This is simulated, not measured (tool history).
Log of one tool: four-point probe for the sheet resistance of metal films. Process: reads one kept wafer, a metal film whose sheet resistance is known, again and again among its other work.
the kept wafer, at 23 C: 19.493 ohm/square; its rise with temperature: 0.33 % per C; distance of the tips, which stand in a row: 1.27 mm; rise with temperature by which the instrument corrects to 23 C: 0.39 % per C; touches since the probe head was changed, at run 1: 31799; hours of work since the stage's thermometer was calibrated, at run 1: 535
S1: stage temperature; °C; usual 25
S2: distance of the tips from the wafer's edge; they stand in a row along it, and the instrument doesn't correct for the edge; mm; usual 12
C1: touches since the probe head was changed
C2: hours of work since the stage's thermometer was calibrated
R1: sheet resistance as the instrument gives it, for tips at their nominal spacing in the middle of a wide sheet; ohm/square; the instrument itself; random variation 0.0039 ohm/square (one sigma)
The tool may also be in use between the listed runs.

run   hour  S1  S2     C1   C2         R1
  1      0  25  12  31799  535  19.553933
  2   24.7  35  12  32340  547  19.437047
  3   60.9  25  12  33130  563  19.558141
  4   97.6  25  12  33933  580  19.559656
  5  116.6  25  12  34348  589  19.557735
  6    137  25  12  34794  598  19.561242
  7  162.9  25  12  35362  610  19.557127
  8  179.8  25  12  35731  618  19.568388
  9  217.7  25  12  36559  635  19.562894
 10  239.1  25  12  37027  645  19.565384
 11    263  25  12  37549  656  19.560356
 12  292.9  25  12  38203  670  19.565329
 13  320.6  25  12  38810  683  19.558606
 14  354.9  25   3  39559  698  21.146865
 15  385.2  25   3  40222  712  21.156338
 16    402  34   3  40590  720   21.02389
 17  432.7  34   3  41260  734  21.031585
 18  466.3  34   3  41994  749  21.029238
 19  489.2  34   4  42494  760  20.332365
 20  527.7  34   4  43338  778  20.334281
 21  555.2  25  10  43939  790  19.621596
 22    594  25  10  44787  808  19.625387
 23  625.2  27  10  45468  822  19.594985
 24  660.8  27  10  46248  839  19.594225
 25  685.6  21   9  46790  850  19.717886
 26  702.9  21   9  47166  858   19.72005

Run 27 comes next. What will it give?
 27  733.1  27  21  47827  872   ?

Run 27 gave R1 19.471372 ohm/square.
Without the tool's hidden state the same run would have given R1 19.478758 ohm/square.
